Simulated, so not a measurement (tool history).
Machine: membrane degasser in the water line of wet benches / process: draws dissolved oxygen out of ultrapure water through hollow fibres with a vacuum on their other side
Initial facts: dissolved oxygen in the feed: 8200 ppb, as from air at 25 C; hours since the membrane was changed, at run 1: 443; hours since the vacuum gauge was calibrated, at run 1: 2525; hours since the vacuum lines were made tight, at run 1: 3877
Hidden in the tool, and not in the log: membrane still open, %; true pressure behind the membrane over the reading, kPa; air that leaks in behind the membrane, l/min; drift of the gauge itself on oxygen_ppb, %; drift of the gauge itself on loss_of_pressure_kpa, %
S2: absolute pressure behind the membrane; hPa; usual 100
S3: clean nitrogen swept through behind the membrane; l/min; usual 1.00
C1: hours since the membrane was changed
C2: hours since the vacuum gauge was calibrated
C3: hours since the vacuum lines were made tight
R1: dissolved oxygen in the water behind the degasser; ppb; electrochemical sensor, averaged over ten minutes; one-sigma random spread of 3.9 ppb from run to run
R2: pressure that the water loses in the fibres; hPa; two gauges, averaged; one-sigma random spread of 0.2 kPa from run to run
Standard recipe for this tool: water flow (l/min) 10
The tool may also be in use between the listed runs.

{"run": 1, "hour": 0.0, "water flow (l/min)": 10, "S2": 100, "S3": 1.0, "C1": 443, "C2": 2525, "C3": 3877, "R1": 406.0, "R2": 427.1}
{"run": 2, "hour": 258.5, "water flow (l/min)": 10, "S2": 100, "S3": 1.22, "C1": 702, "C2": 2783, "C3": 4135, "R1": 382.0, "R2": 430.3}
{"run": 3, "hour": 584.0, "water flow (l/min)": 10, "S2": 100, "S3": 1.22, "C1": 1027, "C2": 3109, "C3": 4461, "R1": 386.9, "R2": 436.1}
{"run": 4, "hour": 845.5, "water flow (l/min)": 10, "S2": 100, "S3": 1.22, "C1": 1289, "C2": 3370, "C3": 4722, "R1": 393.6, "R2": 436.1}
{"hour": 914.0, "done": "seals of the vacuum lines changed"}
{"run": 5, "hour": 1165.3, "water flow (l/min)": 10, "S2": 100, "S3": 1.22, "C1": 1606, "C2": 3688, "C3": 251, "R1": 387.6, "R2": 435.9}
{"run": 6, "hour": 1313.3, "water flow (l/min)": 10, "S2": 100, "S3": 1.0, "C1": 1754, "C2": 3836, "C3": 399, "R1": 414.9, "R2": 439.1}
{"run": 7, "hour": 1640.6, "water flow (l/min)": 10, "S2": 100, "S3": 0.6, "C1": 2082, "C2": 4163, "C3": 727, "R1": 523.6, "R2": 442.4}
{"run": 8, "hour": 1832.1, "water flow (l/min)": 10, "S2": 100, "S3": 1.0, "C1": 2273, "C2": 4355, "C3": 918, "R1": 422.1, "R2": 441.5}
{"hour": 1848.9, "done": "vacuum gauge calibrated"}
{"run": 9, "hour": 2079.1, "water flow (l/min)": 10, "S2": 100, "S3": 0.77, "C1": 2520, "C2": 230, "C3": 1165, "R1": 480.2, "R2": 440.7}
{"run": 10, "hour": 2357.9, "water flow (l/min)": 11, "S2": 100, "S3": 1.0, "C1": 2798, "C2": 509, "C3": 1443, "R1": 528.2, "R2": 494.2}
{"run": 11, "hour": 2599.9, "water flow (l/min)": 15, "S2": 76, "S3": 1.61, "C1": 3040, "C2": 751, "C3": 1685, "R1": 805.6, "R2": 669.0}
{"run": 12, "hour": 2735.1, "water flow (l/min)": 12, "S2": 67, "S3": 1.0, "C1": 3176, "C2": 886, "C3": 1821, "R1": 562.8, "R2": 537.7}
{"run": 13, "hour": 3010.2, "water flow (l/min)": 12, "S2": 67, "S3": 2.58, "C1": 3451, "C2": 1161, "C3": 2096, "R1": 491.4, "R2": 541.3}
{"run": 14, "hour": 3172.3, "water flow (l/min)": 12, "S2": 67, "S3": 2.58, "C1": 3613, "C2": 1323, "C3": 2258, "R1": 502.7, "R2": 545.1}
{"hour": 3319.4, "done": "vacuum gauge calibrated, once more"}
{"run": 15, "hour": 3443.1, "water flow (l/min)": 12, "S2": 67, "S3": 2.58, "C1": 3883, "C2": 124, "C3": 2528, "R1": 505.4, "R2": 545.3}

5 options for the next run, each taken on its own from the tool as it stands now. Forecast them:
{"run": "A", "hour": 3750.3, "water flow (l/min)": 13, "S2": 208, "S3": 1.8, "C1": 4190, "C2": 431, "C3": 2835, "R1": "?", "R2": "?"}
{"run": "B", "hour": 3750.3, "water flow (l/min)": 7, "S2": 100, "S3": 1.0, "C1": 4190, "C2": 431, "C3": 2835, "R1": "?", "R2": "?"}
{"run": "C", "hour": 3750.3, "water flow (l/min)": 14, "S2": 67, "S3": 0.67, "C1": 4190, "C2": 431, "C3": 2835, "R1": "?", "R2": "?"}
{"run": "D", "hour": 3750.3, "water flow (l/min)": 6, "S2": 215, "S3": 0.77, "C1": 4190, "C2": 431, "C3": 2835, "R1": "?", "R2": "?"}
{"run": "E", "hour": 3750.3, "water flow (l/min)": 15, "S2": 109, "S3": 0.75, "C1": 4190, "C2": 431, "C3": 2835, "R1": "?", "R2": "?"}

run=A R1=834.6 R2=597.3
run=B R1=224.2 R2=319.5
run=C R1=818.7 R2=635.4
run=D R1=401.4 R2=272.9
run=E R1=1033.4 R2=689.5
Had the tool no hidden state, the same runs would have come out as:
run=A R1=737.2 R2=558.0
run=B R1=192.1 R2=298.5
run=C R1=709.5 R2=593.4
run=D R1=371.1 R2=254.9
run=E R1=920.5 R2=644.1

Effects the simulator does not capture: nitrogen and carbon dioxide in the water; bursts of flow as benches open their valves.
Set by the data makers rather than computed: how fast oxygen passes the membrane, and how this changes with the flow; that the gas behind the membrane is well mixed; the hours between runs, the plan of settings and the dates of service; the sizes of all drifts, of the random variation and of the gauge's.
